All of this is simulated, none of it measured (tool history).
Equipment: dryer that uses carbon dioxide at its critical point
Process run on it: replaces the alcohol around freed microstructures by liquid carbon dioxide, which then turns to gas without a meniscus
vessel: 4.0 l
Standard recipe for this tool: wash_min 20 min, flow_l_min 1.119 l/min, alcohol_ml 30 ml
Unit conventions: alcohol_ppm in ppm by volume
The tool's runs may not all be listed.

Run 1, hour 0: usual settings. Result: alcohol_ppm 194 ppm by volume.
Run 2, hour 23.9: usual settings but wash_min 21 min. Result: alcohol_ppm 166 ppm by volume.
Run 3, hour 46.5: usual settings but alcohol_ml 28 ml. Result: alcohol_ppm 181 ppm by volume.
Run 4, hour 58.7: usual settings but alcohol_ml 28 ml. Result: alcohol_ppm 195 ppm by volume.
Run 5, hour 73.1: usual settings but alcohol_ml 28 ml. Result: alcohol_ppm 197 ppm by volume.
Run 6, hour 85.3: usual settings but alcohol_ml 28 ml. Result: alcohol_ppm 200 ppm by volume.
Run 7, hour 103.5: usual settings but alcohol_ml 28 ml. Result: alcohol_ppm 193 ppm by volume.
Run 8, hour 125: usual settings but alcohol_ml 28 ml. Result: alcohol_ppm 201 ppm by volume.
Run 9, hour 146.6: usual settings but alcohol_ml 28 ml. Result: alcohol_ppm 211 ppm by volume.
Run 10, hour 160.6: usual settings but alcohol_ml 28 ml. Result: alcohol_ppm 216 ppm by volume.
Run 11, hour 171.4: usual settings but alcohol_ml 28 ml. Result: alcohol_ppm 210 ppm by volume.
Run 12, hour 187.1: usual settings but wash_min 15 min. Result: alcohol_ppm 509 ppm by volume.
Run 13, hour 211.6: usual settings but wash_min 15 min. Result: alcohol_ppm 516 ppm by volume.
Run 14, hour 222.9: usual settings but wash_min 15 min, alcohol_ml 78 ml. Result: alcohol_ppm 1248 ppm by volume.
Run 15, hour 239.1: usual settings but wash_min 15 min, alcohol_ml 78 ml. Result: alcohol_ppm 1314 ppm by volume.
Run 16, hour 262.5: usual settings but wash_min 15 min, alcohol_ml 78 ml. Result: alcohol_ppm 1338 ppm by volume.
Run 17, hour 287.3: usual settings but flow_l_min 0.92 l/min, alcohol_ml 47 ml. Result: alcohol_ppm 683 ppm by volume.
Run 18, hour 306.7: usual settings but wash_min 17 min, alcohol_ml 38 ml. Result: alcohol_ppm 532 ppm by volume.
At hour 313.7: inlet filter changed.
Run 19, hour 327.1: usual settings but wash_min 21 min, flow_l_min 1.55 l/min, alcohol_ml 44 ml. Result: alcohol_ppm 89 ppm by volume.
Run 20, hour 346.8: usual settings but wash_min 14 min, flow_l_min 1.75 l/min, alcohol_ml 29 ml. Result: alcohol_ppm 135 ppm by volume.
Run 21, hour 361: usual settings but flow_l_min 0.71 l/min, alcohol_ml 23 ml. Result: alcohol_ppm 517 ppm by volume.
Run 22, hour 382.3: usual settings but wash_min 13 min. Result: alcohol_ppm 576 ppm by volume.
Run 23, hour 403.1: usual settings but alcohol_ml 35 ml. Result: alcohol_ppm 218 ppm by volume.
Run 24, hour 413.8: usual settings but wash_min 18 min, alcohol_ml 35 ml. Result: alcohol_ppm 289 ppm by volume.
Run 25, hour 425.7: usual settings but wash_min 13 min, alcohol_ml 27 ml. Result: alcohol_ppm 548 ppm by volume.
Run 26, hour 444.2: usual settings but wash_min 13 min, flow_l_min 0.93 l/min, alcohol_ml 57 ml. Result: alcohol_ppm 1751 ppm by volume.
Run 27, hour 461.2: usual settings but flow_l_min 1.02 l/min. Result: alcohol_ppm 264 ppm by volume.
Run 28, hour 478.4: usual settings but flow_l_min 1.02 l/min, alcohol_ml 101 ml. Result: alcohol_ppm 774 ppm by volume.
Run 29, hour 492.1: usual settings but wash_min 14 min, flow_l_min 1.27 l/min, alcohol_ml 101 ml. Result: alcohol_ppm 1141 ppm by volume.
Run 30, hour 504.2: usual settings but wash_min 18 min, flow_l_min 0.78 l/min, alcohol_ml 43 ml. Result: alcohol_ppm 1009 ppm by volume.
Run 31, hour 524.3: usual settings but wash_min 18 min, flow_l_min 0.78 l/min, alcohol_ml 43 ml. Result: alcohol_ppm 1061 ppm by volume.
Run 32, hour 544.8: usual settings but wash_min 18 min, flow_l_min 0.78 l/min, alcohol_ml 43 ml. Result: alcohol_ppm 1084 ppm by volume.

Alternative continuations, all from the tool just after run 32; predict every row:
Run A, hour 567.9: usual settings but wash_min 14 min, flow_l_min 1.61 l/min, alcohol_ml 74 ml. Result: alcohol_ppm ?.
Run B, hour 567.9: usual settings but wash_min 22 min, flow_l_min 1.48 l/min, alcohol_ml 23 ml. Result: alcohol_ppm ?.
Run C, hour 567.9: usual settings but wash_min 15 min, flow_l_min 1.2 l/min, alcohol_ml 31 ml. Result: alcohol_ppm ?.
Run D, hour 567.9: usual settings but wash_min 18 min, flow_l_min 0.73 l/min, alcohol_ml 43 ml. Result: alcohol_ppm ?.
Run E, hour 567.9: usual settings but wash_min 15 min, alcohol_ml 81 ml. Result: alcohol_ppm ?.

run  alcohol_ppm
  A          434
  B           92
  C          420
  D         1284
  E         1218
With the hidden condition removed and each run's random variation left untouched, the same runs would have given:
run  alcohol_ppm
  A          244
  B           13
  C          256
  D          977
  E          864
